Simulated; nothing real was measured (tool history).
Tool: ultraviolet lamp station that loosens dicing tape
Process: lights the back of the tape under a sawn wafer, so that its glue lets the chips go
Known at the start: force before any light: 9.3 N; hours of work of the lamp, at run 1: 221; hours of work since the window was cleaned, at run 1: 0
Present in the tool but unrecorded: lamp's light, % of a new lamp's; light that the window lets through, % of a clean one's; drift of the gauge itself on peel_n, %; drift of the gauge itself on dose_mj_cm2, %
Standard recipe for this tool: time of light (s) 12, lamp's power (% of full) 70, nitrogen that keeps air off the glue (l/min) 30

run,day,time of light (s),lamp's power (% of full),nitrogen that keeps air off the glue (l/min),hours of work of the lamp,hours of work since the window was cleaned,force that peels the tape off (N),light that reached the tape (mJ/cm2)
1,0,12,70,30,221,0,0.75,237
2,1.017,12,70,30,231,10,0.77,241
3,2.633,12,70,30,247,26,0.781,236
4,4.333,12,70,30,263,43,0.775,229
5,5.033,12,70,30,270,50,0.8,227
6,6.342,12,70,30,283,63,0.853,227
7,7.554,12,70,30,295,75,0.85,225
8,8.625,12,70,36,306,85,0.769,223
9,9.45,12,72,30,314,93,0.792,224
10,10.625,12,72,30,325,105,0.838,225
11,12.196,6,70,30,341,120,2.574,109
12,13.254,6,70,30,351,131,2.738,109
# day 13.358: window cleaned of glue's vapour
13,14.008,8,78,30,359,6,1.635,154
14,15.012,8,78,30,369,16,1.69,149
15,16.542,11,64,30,384,31,1.434,172
16,18.242,11,74,30,400,48,1.159,191
17,19.004,12,70,13,408,56,1.752,193
18,20.342,12,70,44,421,69,0.91,196
19,21.342,12,70,44,431,79,0.911,189
20,22.642,9,81,29,444,92,1.511,160
# day 23.646: window cleaned of glue's vapour, once more
21,24.142,9,81,57,458,5,0.831,190

Below are 5 alternative next runs, each starting from the tool's condition after run 21. Predict each:
A,25.538,9,84,29,472,19,?,?
B,25.538,10,67,31,472,19,?,?
C,25.538,13,91,28,472,19,?,?
D,25.538,22,66,11,472,19,?,?
E,25.538,8,69,43,472,19,?,?

run,force that peels the tape off (N),light that reached the tape (mJ/cm2)
A,1.076,196
B,1.323,175
C,0.486,303
D,0.568,377
E,1.532,142
What these runs would have given with no unlogged condition in the tool:
run,force that peels the tape off (N),light that reached the tape (mJ/cm2)
A,0.831,225
B,1.036,201
C,0.389,348
D,0.442,431
E,1.216,163
